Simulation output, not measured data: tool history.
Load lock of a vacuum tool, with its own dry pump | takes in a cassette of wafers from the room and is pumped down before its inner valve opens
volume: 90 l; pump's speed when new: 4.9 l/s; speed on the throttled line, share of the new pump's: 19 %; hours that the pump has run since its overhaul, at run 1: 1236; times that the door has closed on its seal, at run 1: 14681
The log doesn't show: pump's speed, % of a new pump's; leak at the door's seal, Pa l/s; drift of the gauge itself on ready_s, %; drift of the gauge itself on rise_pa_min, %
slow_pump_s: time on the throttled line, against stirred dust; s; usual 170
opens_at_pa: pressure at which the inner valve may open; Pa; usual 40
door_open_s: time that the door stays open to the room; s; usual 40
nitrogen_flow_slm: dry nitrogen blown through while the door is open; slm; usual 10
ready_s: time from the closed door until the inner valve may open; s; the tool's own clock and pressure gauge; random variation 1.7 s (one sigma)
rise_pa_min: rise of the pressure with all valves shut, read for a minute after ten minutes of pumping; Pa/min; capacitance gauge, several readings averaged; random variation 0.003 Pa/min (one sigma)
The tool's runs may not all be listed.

run,hour,slow_pump_s,opens_at_pa,door_open_s,nitrogen_flow_slm,hours that the pump has run since its overhaul,times that the door has closed on its seal,"incoming humidity of the room's air, %",ready_s,rise_pa_min
1,0,170,40,40,10,1236,14681,47.1,280.1,0.019
2,79.9,170,60,40,10,1316,14836,43.4,274.3,0.019
3,248.6,170,40,40,44,1485,15165,44.3,278.2,0.006
4,348.7,170,40,40,5,1585,15360,45.6,280.1,0.028
5,454.8,170,40,40,5,1691,15566,43.1,279.8,0.022
6,636.7,170,40,40,5,1873,15920,44.7,281.7,0.023
7,805.3,170,40,36,10,2041,16248,46.8,279.5,0.024
8,918.2,170,67,40,10,2154,16468,44.8,267.5,0.022
9,1021.3,170,67,40,10,2257,16669,44.8,269.6,0.019
10,1185.9,170,67,40,10,2422,16989,43.9,273.8,0.019
11,1364.4,170,67,40,10,2600,17336,46.2,271.8,0.016
12,1503.2,170,40,40,16,2739,17607,49.4,280.3,0.013
13,1637.6,170,64,40,16,2874,17868,45.1,270.1,0.012
14,1772.8,170,64,40,16,3009,18131,43.7,270.2,0.016
15,1878,170,64,40,16,3114,18336,44,271.7,0.014
16,1967.8,170,64,40,16,3204,18511,48.3,269.6,0.019
17,2144,170,40,40,37,3380,18854,44.1,283.3,0.006
18,2320,112,40,40,10,3556,19196,49.2,232.1,0.02
19,2417.3,170,40,39,16,3653,19386,45.6,280.8,0.019
20,2592.2,170,40,39,16,3828,19726,47.3,282.8,0.019
21,2707.8,104,59,180,44,3944,19951,43.9,219.1,0.017

The next listed run, before its measurement:
22,2841.1,104,51,26,44,4077,20211,49.2,?,?

ready_s: 219.8 s
rise_pa_min: 0.009 Pa/min
Without the tool's hidden state the same run would have given ready_s 219.7 s, rise_pa_min 0.007 Pa/min.
